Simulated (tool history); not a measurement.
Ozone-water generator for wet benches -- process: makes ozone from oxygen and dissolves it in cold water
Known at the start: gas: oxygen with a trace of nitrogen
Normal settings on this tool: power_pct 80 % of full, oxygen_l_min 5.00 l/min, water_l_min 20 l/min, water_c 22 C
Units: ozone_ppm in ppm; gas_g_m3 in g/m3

Run 1, hour 0.0: usual settings. Result: ozone_ppm 17.0 ppm, gas_g_m3 164.1 g/m3.
Run 2, hour 176.7: usual settings. Result: ozone_ppm 17.3 ppm, gas_g_m3 163.9 g/m3.
Run 3, hour 332.2: usual settings. Result: ozone_ppm 16.7 ppm, gas_g_m3 162.5 g/m3.
Run 4, hour 419.4: usual settings. Result: ozone_ppm 17.1 ppm, gas_g_m3 163.3 g/m3.
Run 5, hour 590.1: usual settings. Result: ozone_ppm 16.9 ppm, gas_g_m3 161.5 g/m3.
Run 6, hour 698.7: usual settings but water_l_min 17 l/min. Result: ozone_ppm 19.1 ppm, gas_g_m3 162.7 g/m3.
Run 7, hour 911.1: usual settings but water_l_min 31 l/min. Result: ozone_ppm 11.8 ppm, gas_g_m3 161.4 g/m3.
Run 8, hour 1118.5: usual settings but water_l_min 31 l/min, water_c 25 C. Result: ozone_ppm 11.0 ppm, gas_g_m3 160.6 g/m3.
Run 9, hour 1204.7: usual settings but water_c 14 C. Result: ozone_ppm 18.9 ppm, gas_g_m3 161.0 g/m3.
Run 10, hour 1417.8: usual settings. Result: ozone_ppm 16.9 ppm, gas_g_m3 162.0 g/m3.
Run 11, hour 1510.5: usual settings. Result: ozone_ppm 16.8 ppm, gas_g_m3 160.4 g/m3.
Run 12, hour 1635.3: usual settings. Result: ozone_ppm 16.5 ppm, gas_g_m3 161.8 g/m3.
Run 13, hour 1835.6: usual settings. Result: ozone_ppm 16.6 ppm, gas_g_m3 162.5 g/m3.
Run 14, hour 2015.4: usual settings but water_l_min 16 l/min. Result: ozone_ppm 19.5 ppm, gas_g_m3 161.5 g/m3.
Run 15, hour 2136.1: usual settings. Result: ozone_ppm 16.6 ppm, gas_g_m3 160.7 g/m3.
Run 16, hour 2233.6: usual settings. Result: ozone_ppm 16.4 ppm, gas_g_m3 160.2 g/m3.
Run 17, hour 2434.7: usual settings. Result: ozone_ppm 16.7 ppm, gas_g_m3 160.1 g/m3.
Run 18, hour 2612.2: usual settings. Result: ozone_ppm 16.3 ppm, gas_g_m3 160.8 g/m3.
Run 19, hour 2817.9: usual settings. Result: ozone_ppm 16.4 ppm, gas_g_m3 159.8 g/m3.
At hour 2839.9: contactor cleaned.
Run 20, hour 2943.4: usual settings but power_pct 56 % of full, water_c 18 C. Result: ozone_ppm 13.6 ppm, gas_g_m3 127.0 g/m3.
Run 21, hour 3047.7: usual settings but power_pct 56 % of full, water_c 18 C. Result: ozone_ppm 13.3 ppm, gas_g_m3 126.1 g/m3.
Run 22, hour 3196.3: usual settings but power_pct 57 % of full, water_c 18 C. Result: ozone_ppm 13.7 ppm, gas_g_m3 126.2 g/m3.
Run 23, hour 3304.6: usual settings but power_pct 57 % of full, water_c 18 C. Result: ozone_ppm 13.6 ppm, gas_g_m3 127.0 g/m3.
At hour 3386.4: contactor cleaned, once more.
Run 24, hour 3520.5: usual settings but power_pct 57 % of full, water_c 18 C. Result: ozone_ppm 14.1 ppm, gas_g_m3 127.6 g/m3.
Run 25, hour 3616.1: usual settings but water_c 18 C. Result: ozone_ppm 17.7 ppm, gas_g_m3 157.7 g/m3.
Run 26, hour 3702.2: usual settings but water_c 18 C. Result: ozone_ppm 17.5 ppm, gas_g_m3 160.0 g/m3.
Run 27, hour 3835.5: usual settings but oxygen_l_min 2.63 l/min, water_c 23 C. Result: ozone_ppm 14.0 ppm, gas_g_m3 191.8 g/m3.
Run 28, hour 3925.5: usual settings but oxygen_l_min 2.63 l/min, water_c 23 C. Result: ozone_ppm 13.7 ppm, gas_g_m3 195.3 g/m3.
Run 29, hour 4023.8: usual settings but power_pct 74 % of full, oxygen_l_min 7.84 l/min, water_c 23 C. Result: ozone_ppm 16.4 ppm, gas_g_m3 130.5 g/m3.
Run 30, hour 4183.8: usual settings but power_pct 74 % of full, oxygen_l_min 7.84 l/min, water_l_min 15 l/min, water_c 14 C. Result: ozone_ppm 23.3 ppm, gas_g_m3 130.3 g/m3.
Run 31, hour 4380.2: usual settings but power_pct 57 % of full, oxygen_l_min 7.84 l/min, water_l_min 15 l/min, water_c 14 C. Result: ozone_ppm 19.6 ppm, gas_g_m3 108.1 g/m3.
At hour 4459.3: water thermometer calibrated.
Run 32, hour 4546.6: usual settings but power_pct 49 % of full, oxygen_l_min 4.84 l/min, water_l_min 15 l/min, water_c 24 C. Result: ozone_ppm 14.2 ppm, gas_g_m3 115.4 g/m3.
Run 33, hour 4724.5: usual settings but power_pct 90 % of full, oxygen_l_min 6.26 l/min, water_l_min 15 l/min, water_c 21 C. Result: ozone_ppm 22.7 ppm, gas_g_m3 158.6 g/m3.

A few steps of ozone_ppm between consecutive runs. Split each: what settings, incoming material and random variation would produce without the hidden state, and what is left over for the hidden state, along with gauge scatter present in only one of the two compared results (measured, and without hidden state):
Hidden conditions of the tool in this case: yield of the discharge, % of new electrodes'; contactor's efficiency, % of a clean one's; true water temperature over the reading, C; drift of the gauge itself on ozone_ppm, %; drift of the gauge itself on gas_g_m3, %.
Run 6 -> 7: water_l_min 17 -> 31. ozone_ppm -7.3 ppm: hidden state +0.2, all else -7.5.
Run 8 -> 9: water_l_min 31 -> 20, water_c 25 -> 14. ozone_ppm +7.9 ppm: hidden state -0.4, all else +8.3.
Run 23 -> 24: contactor cleaned, once more. ozone_ppm +0.5 ppm: hidden state +0.5, all else +0.0.
Run 32 -> 33: power_pct 49 -> 90, oxygen_l_min 4.84 -> 6.26, water_c 24 -> 21. ozone_ppm +8.5 ppm: hidden state -0.8, all else +9.3.

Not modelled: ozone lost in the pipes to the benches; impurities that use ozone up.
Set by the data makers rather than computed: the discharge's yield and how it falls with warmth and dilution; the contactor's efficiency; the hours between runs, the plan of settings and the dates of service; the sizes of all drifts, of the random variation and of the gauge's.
